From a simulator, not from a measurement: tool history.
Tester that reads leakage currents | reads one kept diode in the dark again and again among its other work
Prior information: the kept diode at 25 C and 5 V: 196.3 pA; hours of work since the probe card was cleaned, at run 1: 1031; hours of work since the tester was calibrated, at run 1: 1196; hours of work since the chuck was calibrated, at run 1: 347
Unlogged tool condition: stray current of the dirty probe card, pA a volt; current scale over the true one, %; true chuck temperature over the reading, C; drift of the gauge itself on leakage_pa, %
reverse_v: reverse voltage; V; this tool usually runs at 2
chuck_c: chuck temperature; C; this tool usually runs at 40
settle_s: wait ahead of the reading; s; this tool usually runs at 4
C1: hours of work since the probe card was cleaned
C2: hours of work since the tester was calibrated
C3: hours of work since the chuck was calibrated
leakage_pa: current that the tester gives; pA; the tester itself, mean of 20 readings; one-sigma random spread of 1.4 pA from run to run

Run 1, hour 0: usual settings; C1 1031; C2 1196; C3 347. Result: leakage_pa 427.07 pA.
Run 2, hour 206.7: usual settings; C1 1170; C2 1334; C3 486. Result: leakage_pa 415.74 pA.
Run 3, hour 299.4: usual settings; C1 1232; C2 1397; C3 548. Result: leakage_pa 410.86 pA.
Run 4, hour 497.5: usual settings; C1 1365; C2 1530; C3 681. Result: leakage_pa 396.52 pA.
Run 5, hour 683.9: usual settings; C1 1490; C2 1655; C3 807. Result: leakage_pa 391.55 pA.
At hour 746.8: chuck's temperature calibrated.
Run 6, hour 830.6: usual settings but chuck_c 54 C; C1 1587; C2 1752; C3 56. Result: leakage_pa 1428.77 pA.
Run 7, hour 971.7: usual settings; C1 1682; C2 1847; C3 151. Result: leakage_pa 445.28 pA.
Run 8, hour 1131.7: usual settings but settle_s 4.1 s; C1 1790; C2 1954; C3 258. Result: leakage_pa 434.45 pA.
Run 9, hour 1323.9: usual settings but chuck_c 52 C, settle_s 4.1 s; C1 1919; C2 2083; C3 388. Result: leakage_pa 1146.4 pA.
Run 10, hour 1512.1: usual settings but chuck_c 52 C, settle_s 4.1 s; C1 2045; C2 2210; C3 514. Result: leakage_pa 1115.3 pA.
At hour 1531.9: tester calibrated.
Run 11, hour 1680.8: usual settings but chuck_c 38 C, settle_s 4.1 s; C1 2157; C2 100; C3 626. Result: leakage_pa 337.59 pA.
Run 12, hour 1820.9: usual settings but chuck_c 38 C, settle_s 4.1 s; C1 2251; C2 194; C3 720. Result: leakage_pa 331.88 pA.
At hour 1910.6: tester calibrated, once more.
Run 13, hour 1982.8: usual settings but chuck_c 38 C, settle_s 4.1 s; C1 2358; C2 49; C3 827. Result: leakage_pa 328.61 pA.
At hour 2020: chuck's temperature calibrated.
Run 14, hour 2111.3: usual settings but chuck_c 38 C, settle_s 4.1 s; C1 2443; C2 133; C3 61. Result: leakage_pa 398.29 pA.
Run 15, hour 2319.2: usual settings; C1 2583; C2 273; C3 201. Result: leakage_pa 456.18 pA.
Run 16, hour 2439.4: usual settings; C1 2664; C2 354; C3 282. Result: leakage_pa 448.98 pA.
Run 17, hour 2635.6: usual settings; C1 2795; C2 485; C3 413. Result: leakage_pa 437.24 pA.
Run 18, hour 2750.6: usual settings; C1 2873; C2 563; C3 491. Result: leakage_pa 432.68 pA.
Run 19, hour 2892.4: usual settings; C1 2968; C2 658; C3 586. Result: leakage_pa 422.17 pA.
Run 20, hour 3038.3: usual settings but chuck_c 39 C, settle_s 1.18 s; C1 3066; C2 756; C3 684. Result: leakage_pa 381.89 pA.
Run 21, hour 3210.8: usual settings but reverse_v 2.12 V, chuck_c 22 C; C1 3182; C2 872; C3 800. Result: leakage_pa 81.97 pA.
At hour 3273.8: chuck's temperature calibrated.
Run 22, hour 3430.1: usual settings but reverse_v 6.49 V, chuck_c 22 C, settle_s 3.41 s; C1 3328; C2 1018; C3 105. Result: leakage_pa 171.29 pA.
Run 23, hour 3621.7: usual settings but chuck_c 41 C, settle_s 0.43 s; C1 3456; C2 1146; C3 234. Result: leakage_pa 490.78 pA.
Run 24, hour 3747.1: usual settings but reverse_v 1.25 V, chuck_c 36 C, settle_s 2.93 s; C1 3540; C2 1231; C3 318. Result: leakage_pa 247.07 pA.
Run 25, hour 3911.1: usual settings but reverse_v 1.25 V, chuck_c 36 C, settle_s 2.93 s; C1 3650; C2 1341; C3 428. Result: leakage_pa 241.58 pA.
Run 26, hour 4035.3: usual settings but reverse_v 1.25 V, chuck_c 36 C, settle_s 0.51 s; C1 3734; C2 1424; C3 511. Result: leakage_pa 236.28 pA.
Run 27, hour 4216.8: usual settings but reverse_v 1.25 V, chuck_c 36 C, settle_s 0.51 s; C1 3856; C2 1546; C3 633. Result: leakage_pa 229.92 pA.
At hour 4303: probe card cleaned and baked.
Run 28, hour 4344.8: usual settings but reverse_v 4.1 V, chuck_c 22 C, settle_s 5.53 s; C1 28; C2 1630; C3 717. Result: leakage_pa 113.26 pA.
Run 29, hour 4490.2: usual settings but reverse_v 19.55 V, chuck_c 20 C, settle_s 0.39 s; C1 126; C2 1727; C3 815. Result: leakage_pa 207.93 pA.
At hour 4530.1: chuck's temperature calibrated.
Run 30, hour 4638.2: usual settings but reverse_v 12.86 V, chuck_c 41 C, settle_s 8.49 s; C1 224; C2 1825; C3 73. Result: leakage_pa 1293.73 pA.
Run 31, hour 4783.8: usual settings but reverse_v 12.86 V, chuck_c 41 C, settle_s 8.49 s; C1 322; C2 1923; C3 170. Result: leakage_pa 1274.41 pA.
Run 32, hour 4885.7: usual settings but chuck_c 25 C, settle_s 0.71 s; C1 390; C2 1992; C3 239. Result: leakage_pa 116.69 pA.
Run 33, hour 5028.5: usual settings but reverse_v 1.41 V, chuck_c 54 C, settle_s 8.41 s; C1 486; C2 2088; C3 335. Result: leakage_pa 1154.65 pA.
Run 34, hour 5185.2: usual settings but reverse_v 1.15 V, chuck_c 54 C, settle_s 8.41 s; C1 591; C2 2193; C3 440. Result: leakage_pa 1019.07 pA.
Run 35, hour 5276.9: usual settings but reverse_v 18.15 V, chuck_c 27 C, settle_s 8.77 s; C1 653; C2 2254; C3 501. Result: leakage_pa 406.66 pA.
Run 36, hour 5408.3: usual settings but reverse_v 4.58 V, chuck_c 60 C, settle_s 1.33 s; C1 741; C2 2343; C3 590. Result: leakage_pa 3186.76 pA.
Run 37, hour 5539.3: usual settings but settle_s 1 s; C1 829; C2 2431; C3 678. Result: leakage_pa 407.38 pA.

Some steps in leakage_pa between neighbouring runs. How much of each would the tool show without its hidden state too (settings, what came in, random variation), and how much is left for the hidden state, with any gauge scatter that isn't in both results?
Run 10 -> 11: chuck_c 52 -> 38, tester calibrated. leakage_pa -777.71 pA: hidden state +90.54, all else -868.25.
Run 31 -> 32: reverse_v 12.86 -> 2, chuck_c 41 -> 25, settle_s 8.49 -> 0.71. leakage_pa -1157.72 pA: hidden state +42.71, all else -1200.43.
Run 35 -> 36: reverse_v 18.15 -> 4.58, chuck_c 27 -> 60, settle_s 8.77 -> 1.33. leakage_pa +2780.1 pA: hidden state -341.98, all else +3122.08.
Run 36 -> 37: reverse_v 4.58 -> 2, chuck_c 60 -> 40, settle_s 1.33 -> 1. leakage_pa -2779.38 pA: hidden state +325.1, all else -3104.48.
